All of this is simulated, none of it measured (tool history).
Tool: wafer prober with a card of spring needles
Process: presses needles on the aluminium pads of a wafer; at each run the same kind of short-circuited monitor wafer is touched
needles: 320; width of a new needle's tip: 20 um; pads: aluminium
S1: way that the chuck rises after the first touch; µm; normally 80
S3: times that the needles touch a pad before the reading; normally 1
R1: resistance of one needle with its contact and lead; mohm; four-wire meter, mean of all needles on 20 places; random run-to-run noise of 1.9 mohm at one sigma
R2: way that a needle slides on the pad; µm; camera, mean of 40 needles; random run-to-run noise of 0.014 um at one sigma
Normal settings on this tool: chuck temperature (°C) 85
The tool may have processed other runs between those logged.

{"run": 1, "day": 0.0, "S1": 80, "chuck temperature (°C)": 85, "S3": 1, "R1": 206, "R2": 10.46}
{"run": 2, "day": 0.2, "S1": 80, "chuck temperature (°C)": 85, "S3": 1, "R1": 219, "R2": 10.43}
{"day": 0.412, "done": "tips cleaned on abrasive film"}
{"run": 3, "day": 0.496, "S1": 80, "chuck temperature (°C)": 85, "S3": 1, "R1": 205, "R2": 10.44}
{"run": 4, "day": 0.717, "S1": 98, "chuck temperature (°C)": 85, "S3": 1, "R1": 213, "R2": 12.83}
{"day": 0.838, "done": "tips cleaned on abrasive film"}
{"run": 5, "day": 1.05, "S1": 98, "chuck temperature (°C)": 85, "S3": 1, "R1": 209, "R2": 12.8}
{"day": 1.271, "done": "tips cleaned on abrasive film"}
{"run": 6, "day": 1.375, "S1": 98, "chuck temperature (°C)": 85, "S3": 1, "R1": 203, "R2": 12.78}
{"day": 1.7, "done": "tips cleaned on abrasive film"}
{"run": 7, "day": 1.762, "S1": 64, "chuck temperature (°C)": 85, "S3": 1, "R1": 213, "R2": 8.28}
{"run": 8, "day": 1.996, "S1": 64, "chuck temperature (°C)": 85, "S3": 1, "R1": 244, "R2": 8.27}
{"day": 2.129, "done": "tips cleaned on abrasive film"}
{"run": 9, "day": 2.312, "S1": 64, "chuck temperature (°C)": 85, "S3": 1, "R1": 230, "R2": 8.27}
{"run": 10, "day": 2.483, "S1": 64, "chuck temperature (°C)": 85, "S3": 1, "R1": 244, "R2": 8.27}
{"day": 2.567, "done": "tips cleaned on abrasive film"}
{"run": 11, "day": 2.721, "S1": 80, "chuck temperature (°C)": 30, "S3": 1, "R1": 206, "R2": 10.4}
{"run": 12, "day": 2.938, "S1": 71, "chuck temperature (°C)": 30, "S3": 1, "R1": 232, "R2": 9.18}
{"day": 2.996, "done": "tips cleaned on abrasive film"}
{"run": 13, "day": 3.308, "S1": 80, "chuck temperature (°C)": 105, "S3": 1, "R1": 229, "R2": 10.36}
{"day": 3.421, "done": "tips cleaned on abrasive film"}
{"run": 14, "day": 3.629, "S1": 66, "chuck temperature (°C)": 36, "S3": 2, "R1": 209, "R2": 8.49}
{"day": 3.854, "done": "tips cleaned on abrasive film"}
{"run": 15, "day": 3.971, "S1": 66, "chuck temperature (°C)": 36, "S3": 2, "R1": 204, "R2": 8.46}
{"day": 4.288, "done": "tips cleaned on abrasive film"}
{"run": 16, "day": 4.35, "S1": 66, "chuck temperature (°C)": 36, "S3": 2, "R1": 195, "R2": 8.48}
{"run": 17, "day": 4.696, "S1": 65, "chuck temperature (°C)": 100, "S3": 1, "R1": 249, "R2": 8.33}
{"day": 4.721, "done": "tips cleaned on abrasive film"}
{"day": 4.95, "done": "height of the first contact set anew"}
{"run": 18, "day": 4.958, "S1": 78, "chuck temperature (°C)": 85, "S3": 1, "R1": 222, "R2": 10.34}
{"day": 5.158, "done": "tips cleaned on abrasive film"}
{"run": 19, "day": 5.246, "S1": 78, "chuck temperature (°C)": 85, "S3": 1, "R1": 211, "R2": 10.34}
{"run": 20, "day": 5.558, "S1": 78, "chuck temperature (°C)": 85, "S3": 1, "R1": 225, "R2": 10.35}
{"day": 5.583, "done": "tips cleaned on abrasive film"}
{"run": 21, "day": 5.771, "S1": 90, "chuck temperature (°C)": 85, "S3": 2, "R1": 201, "R2": 11.93}
{"day": 6.025, "done": "tips cleaned on abrasive film"}
{"run": 22, "day": 6.058, "S1": 72, "chuck temperature (°C)": 85, "S3": 2, "R1": 201, "R2": 9.52}
{"run": 23, "day": 6.354, "S1": 80, "chuck temperature (°C)": 41, "S3": 1, "R1": 218, "R2": 10.57}
{"day": 6.467, "done": "tips cleaned on abrasive film"}
{"run": 24, "day": 6.633, "S1": 80, "chuck temperature (°C)": 41, "S3": 1, "R1": 210, "R2": 10.58}
{"day": 6.896, "done": "tips cleaned on abrasive film"}
{"run": 25, "day": 6.958, "S1": 79, "chuck temperature (°C)": 75, "S3": 1, "R1": 207, "R2": 10.46}

Each row is a separate what-if for the run after 25, all from the same tool condition, not one after another. Results?
{"run": "A", "day": 7.208, "S1": 79, "chuck temperature (°C)": 75, "S3": 1, "R1": "?", "R2": "?"}
{"run": "B", "day": 7.208, "S1": 65, "chuck temperature (°C)": 88, "S3": 1, "R1": "?", "R2": "?"}
{"run": "C", "day": 7.208, "S1": 80, "chuck temperature (°C)": 33, "S3": 2, "R1": "?", "R2": "?"}
{"run": "D", "day": 7.208, "S1": 71, "chuck temperature (°C)": 75, "S3": 2, "R1": "?", "R2": "?"}
{"run": "E", "day": 7.208, "S1": 80, "chuck temperature (°C)": 71, "S3": 1, "R1": "?", "R2": "?"}

run=A R1=224 R2=10.44
run=B R1=239 R2=8.58
run=C R1=205 R2=10.55
run=D R1=218 R2=9.37
run=E R1=222 R2=10.57
Without the tool's unlogged condition, the same runs would have read:
run=A R1=193 R2=10.5
run=B R1=197 R2=8.63
run=C R1=185 R2=10.6
run=D R1=195 R2=9.42
run=E R1=192 R2=10.63
